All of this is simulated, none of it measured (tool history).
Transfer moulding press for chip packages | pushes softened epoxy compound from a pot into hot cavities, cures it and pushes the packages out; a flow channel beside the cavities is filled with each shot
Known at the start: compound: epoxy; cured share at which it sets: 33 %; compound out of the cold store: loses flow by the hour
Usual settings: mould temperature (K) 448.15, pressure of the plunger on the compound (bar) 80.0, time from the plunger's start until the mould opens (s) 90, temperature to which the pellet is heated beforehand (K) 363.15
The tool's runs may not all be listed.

| run | day | mould temperature (K) | pressure of the plunger on the compound (bar) | time from the plunger's start until the mould opens (s) | temperature to which the pellet is heated beforehand (K) | incoming compound's hours out of the cold store | length that the compound runs in the flow channel (mm) | greatest force on the pins that push the packages out (N) |
|---|---|---|---|---|---|---|---|---|
| 1 | 0.000 | 448.15 | 80.0 | 90 | 363.15 | 9.1 | 805 | 361 |
| 2 | 0.929 | 444.15 | 80.0 | 90 | 363.15 | 13.5 | 811 | 481 |
|  | 1.875 | cavities cleaned with cleaning compound and waxed |
| 3 | 2.138 | 444.15 | 80.0 | 90 | 363.15 | 30.9 | 772 | 444 |
| 4 | 2.675 | 444.15 | 80.0 | 90 | 363.15 | 40.7 | 749 | 452 |
| 5 | 3.333 | 455.15 | 80.0 | 90 | 363.15 | 33.4 | 744 | 308 |
| 6 | 3.875 | 455.15 | 80.0 | 90 | 363.15 | 27.4 | 754 | 306 |
|  | 4.579 | cavities cleaned with cleaning compound and waxed |
| 7 | 4.779 | 455.15 | 80.0 | 90 | 363.15 | 37.1 | 738 | 300 |
| 8 | 5.346 | 448.15 | 80.0 | 90 | 363.15 | 29.6 | 764 | 370 |
| 9 | 6.125 | 448.15 | 80.0 | 90 | 363.15 | 20.0 | 784 | 359 |
| 10 | 7.079 | 448.15 | 80.0 | 90 | 363.15 | 36.3 | 751 | 362 |
|  | 7.229 | cavities cleaned with cleaning compound and waxed |
| 11 | 7.633 | 449.15 | 80.0 | 90 | 363.15 | 13.5 | 795 | 353 |
| 12 | 8.779 | 449.15 | 80.0 | 90 | 363.15 | 47.3 | 733 | 349 |
| 13 | 9.554 | 449.15 | 80.0 | 90 | 363.15 | 24.7 | 776 | 352 |
|  | 9.917 | cavities cleaned with cleaning compound and waxed |
| 14 | 10.783 | 449.15 | 80.0 | 90 | 363.15 | 29.4 | 766 | 355 |
| 15 | 11.942 | 449.15 | 80.0 | 90 | 363.15 | 31.5 | 758 | 348 |
|  | 12.612 | cavities cleaned with cleaning compound and waxed |
| 16 | 13.096 | 449.15 | 80.0 | 90 | 363.15 | 36.1 | 749 | 353 |
| 17 | 13.946 | 455.15 | 83.1 | 128 | 361.15 | 35.0 | 759 | 307 |
|  | 14.412 | plunger's sealing rings changed |
| 18 | 15.012 | 451.15 | 80.0 | 80 | 370.15 | 38.4 | 741 | 376 |
|  | 15.371 | cavities cleaned with cleaning compound and waxed |
| 19 | 15.929 | 451.15 | 80.0 | 80 | 370.15 | 41.0 | 735 | 383 |
| 20 | 17.038 | 451.15 | 80.0 | 80 | 370.15 | 21.6 | 776 | 369 |
| 21 | 17.567 | 446.15 | 61.9 | 80 | 353.15 | 31.5 | 675 | 540 |
|  | 18.017 | cavities cleaned with cleaning compound and waxed |
| 22 | 18.646 | 446.15 | 61.9 | 80 | 353.15 | 21.5 | 689 | 560 |
| 23 | 19.729 | 446.15 | 61.9 | 80 | 355.15 | 9.5 | 719 | 565 |
| 24 | 20.592 | 455.15 | 61.9 | 80 | 355.15 | 14.8 | 689 | 334 |
|  | 20.750 | cavities cleaned with cleaning compound and waxed |
| 25 | 21.446 | 454.15 | 77.3 | 92 | 364.15 | 10.4 | 783 | 316 |
| 26 | 21.942 | 454.15 | 77.3 | 82 | 362.15 | 26.4 | 747 | 349 |
| 27 | 22.575 | 454.15 | 77.3 | 82 | 362.15 | 42.9 | 713 | 324 |

Run 28 comes next. What will it give?
| 28 | 23.062 | 454.15 | 77.3 | 82 | 362.15 | 24.5 | ? | ? |

length that the compound runs in the flow channel (mm): 751
greatest force on the pins that push the packages out (N): 338
Without the tool's hidden state the same run would have given length that the compound runs in the flow channel (mm) 751, greatest force on the pins that push the packages out (N) 335.

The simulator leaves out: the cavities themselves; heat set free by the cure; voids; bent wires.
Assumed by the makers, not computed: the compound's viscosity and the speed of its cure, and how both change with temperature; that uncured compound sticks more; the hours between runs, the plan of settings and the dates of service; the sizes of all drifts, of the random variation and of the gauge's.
